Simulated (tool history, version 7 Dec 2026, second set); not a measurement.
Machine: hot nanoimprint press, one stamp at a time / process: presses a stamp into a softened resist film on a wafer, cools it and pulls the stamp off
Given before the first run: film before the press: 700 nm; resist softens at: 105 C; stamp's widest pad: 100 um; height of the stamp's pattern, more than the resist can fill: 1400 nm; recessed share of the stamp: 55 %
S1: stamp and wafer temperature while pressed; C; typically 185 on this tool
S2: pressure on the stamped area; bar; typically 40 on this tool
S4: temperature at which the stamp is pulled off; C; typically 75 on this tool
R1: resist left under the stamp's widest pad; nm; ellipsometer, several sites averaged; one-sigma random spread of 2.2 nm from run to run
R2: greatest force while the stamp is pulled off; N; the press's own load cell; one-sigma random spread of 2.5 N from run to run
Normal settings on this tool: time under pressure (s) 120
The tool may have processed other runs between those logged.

{"run": 1, "hour": 0.0, "S1": 185, "S2": 40, "time under pressure (s)": 120, "S4": 75, "R1": 365.9, "R2": 147}
{"run": 2, "hour": 47.3, "S1": 185, "S2": 40, "time under pressure (s)": 120, "S4": 75, "R1": 370, "R2": 146}
{"run": 3, "hour": 66.4, "S1": 185, "S2": 40, "time under pressure (s)": 120, "S4": 75, "R1": 364.4, "R2": 145}
{"run": 4, "hour": 93.7, "S1": 185, "S2": 36.9, "time under pressure (s)": 120, "S4": 75, "R1": 383.1, "R2": 148}
{"run": 5, "hour": 137.8, "S1": 185, "S2": 40, "time under pressure (s)": 120, "S4": 75, "R1": 364.4, "R2": 146}
{"run": 6, "hour": 178.2, "S1": 185, "S2": 40, "time under pressure (s)": 120, "S4": 75, "R1": 363.1, "R2": 148}
{"run": 7, "hour": 212.2, "S1": 185, "S2": 40, "time under pressure (s)": 120, "S4": 75, "R1": 364.2, "R2": 144}
{"run": 8, "hour": 249.2, "S1": 185, "S2": 40, "time under pressure (s)": 120, "S4": 75, "R1": 371.1, "R2": 152}
{"run": 9, "hour": 291.8, "S1": 177, "S2": 38.2, "time under pressure (s)": 114, "S4": 72, "R1": 443.6, "R2": 152}
{"run": 10, "hour": 323.9, "S1": 177, "S2": 26.8, "time under pressure (s)": 114, "S4": 76, "R1": 510, "R2": 150}
{"run": 11, "hour": 367.8, "S1": 186, "S2": 40, "time under pressure (s)": 120, "S4": 61, "R1": 356.8, "R2": 179}
{"run": 12, "hour": 399.8, "S1": 186, "S2": 40, "time under pressure (s)": 120, "S4": 61, "R1": 357.1, "R2": 177}
{"run": 13, "hour": 432.3, "S1": 196, "S2": 41.5, "time under pressure (s)": 80, "S4": 79, "R1": 332.2, "R2": 138}
{"run": 14, "hour": 454.1, "S1": 179, "S2": 41.5, "time under pressure (s)": 84, "S4": 75, "R1": 451.4, "R2": 148}
{"run": 15, "hour": 489.7, "S1": 185, "S2": 40, "time under pressure (s)": 120, "S4": 63, "R1": 365.6, "R2": 176}
{"run": 16, "hour": 513.8, "S1": 185, "S2": 31.8, "time under pressure (s)": 143, "S4": 70, "R1": 385.2, "R2": 162}

Put back what was entered between runs (1 entry, withheld): which listed runs does each sit between, and how does the hidden state differ from the listed run before to the listed run after?
From run 8 to run 9: plate thermocouple calibrated (hour 274.8)
  true temperature over the reading, C: -0.21 -> 0; pressure that arrives at the usual setting, %: 99.83 -> 99.82
